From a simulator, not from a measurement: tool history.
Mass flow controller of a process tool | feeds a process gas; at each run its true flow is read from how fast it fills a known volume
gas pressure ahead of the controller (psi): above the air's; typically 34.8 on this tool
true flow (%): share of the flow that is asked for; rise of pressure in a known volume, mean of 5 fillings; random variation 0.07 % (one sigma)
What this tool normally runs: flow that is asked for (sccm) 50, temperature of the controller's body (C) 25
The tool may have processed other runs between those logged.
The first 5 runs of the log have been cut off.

run,hour,flow that is asked for (sccm),gas pressure ahead of the controller (psi),temperature of the controller's body (C),true flow (%)
6,1682.3,16,34.8,31,105.93
7,1884.3,50,32.1,25,102.83
8,2164.8,50,32.1,25,102.96
9,2478.1,50,32.1,25,103.05
10,2773.2,50,32.1,25,103.11
11,3052.7,50,32.1,25,103.26
12,3462.2,50,32.1,25,103.30
13,3739.9,50,32.1,25,103.49
14,4119.2,50,20.7,25,103.67
15,4482.6,44,34.8,25,103.97
# hour 4869.3: controller exchanged for a calibrated one
16,4916.3,44,34.8,25,98.98
17,5140.2,44,34.8,25,99.04
18,5354.5,50,35.5,25,99.17
19,5668.8,10,34.8,25,99.37
20,6063.6,81,23.8,25,99.96
21,6358.5,82,40.3,31,99.65
22,6571.2,11,40.3,31,99.52
23,6996.5,11,39.6,38,99.61
24,7224.5,11,29.6,39,99.93
25,7426.2,25,20.3,26,99.85
26,7825.8,25,20.3,26,100.07
27,8009.0,25,20.3,26,100.07
28,8301.6,50,21.3,33,99.88

Run 29 is up next; what results do you expect?
29,8740.0,50,24.9,22,?

true flow (%): 100.36
Without the tool's hidden state the same run would have given true flow (%) 99.34.

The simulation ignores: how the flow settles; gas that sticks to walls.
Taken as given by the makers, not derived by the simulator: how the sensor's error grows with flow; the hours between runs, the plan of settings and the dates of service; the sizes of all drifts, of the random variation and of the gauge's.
